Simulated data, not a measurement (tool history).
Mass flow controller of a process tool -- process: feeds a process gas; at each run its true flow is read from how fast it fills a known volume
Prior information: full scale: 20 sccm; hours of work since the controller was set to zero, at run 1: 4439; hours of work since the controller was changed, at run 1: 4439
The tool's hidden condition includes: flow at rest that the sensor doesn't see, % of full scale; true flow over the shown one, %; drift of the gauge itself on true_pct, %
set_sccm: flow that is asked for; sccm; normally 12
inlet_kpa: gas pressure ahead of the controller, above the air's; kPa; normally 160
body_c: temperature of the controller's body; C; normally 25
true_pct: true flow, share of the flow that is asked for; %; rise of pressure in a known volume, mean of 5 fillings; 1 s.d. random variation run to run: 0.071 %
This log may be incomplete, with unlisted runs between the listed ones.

run     hour  set_sccm  inlet_kpa  body_c  hours of work since the controller was set to zero  hours of work since the controller was changed  true_pct
  1      0.0        12        160      25                                                4439                                            4439     99.48
  2    480.8         6        160      25                                                4639                                            4639     99.22
  3    737.4         6        160      25                                                4745                                            4745     99.18
  4   1004.1         6        160      25                                                4856                                            4856     99.01
  5   1505.7        12        160      25                                                5064                                            5064     98.80
  6   1789.7        12        160      25                                                5182                                            5182     98.66
  7   2022.1        12        160      25                                                5278                                            5278     98.40
  8   2245.8        12        160      25                                                5371                                            5371     98.48
  9   2758.0        12        160      27                                                5584                                            5584     98.06
 10   3190.0        12        160      38                                                5763                                            5763     96.95
 11   3502.2        12        160      38                                                5893                                            5893     96.83
 12   3946.7        12        160      38                                                6077                                            6077     96.66
 13   4200.8         9        160      38                                                6183                                            6183     96.32
 14   4466.1         9        160      20                                                6293                                            6293     97.45
 15   4808.9         9        160      20                                                6435                                            6435     97.17
 16   5262.3         9        160      20                                                6623                                            6623     96.94
      5380.0  -- gauge calibrated
 17   5565.1        12        160      30                                                6749                                            6749     99.26
      5822.7  -- controller exchanged for a calibrated one
 18   5902.8        10        160      25                                                  33                                              33     99.27
 19   6339.6        10        160      25                                                 215                                             215     99.13
 20   6712.7        12        160      34                                                 369                                             369     98.31
 21   7138.9        12        160      25                                                 546                                             546     98.65
 22   7603.3        12        160      34                                                 739                                             739     97.74
 23   8088.5        13        160      34                                                 941                                             941     97.56
 24   8352.7        13        160      34                                                1050                                            1050     97.36
 25   8843.8        13        160      34                                                1254                                            1254     97.03
 26   9203.4        10        154      34                                                1403                                            1403     96.72
 27   9622.5        12        160      28                                                1577                                            1577     97.08
 28  10109.8        16        196      35                                                1780                                            1780     96.61
 29  10524.0         4        166      30                                                1951                                            1951     96.29
 30  10784.8         4        166      30                                                2060                                            2060     96.16

Run 31 comes next. What will it give?
 31  11195.0         4        166      30                                                2230                                            2230         ?

Run 31 gave true_pct 95.92 %.
With no hidden state in the tool, this same run would have given true_pct 99.11 %.

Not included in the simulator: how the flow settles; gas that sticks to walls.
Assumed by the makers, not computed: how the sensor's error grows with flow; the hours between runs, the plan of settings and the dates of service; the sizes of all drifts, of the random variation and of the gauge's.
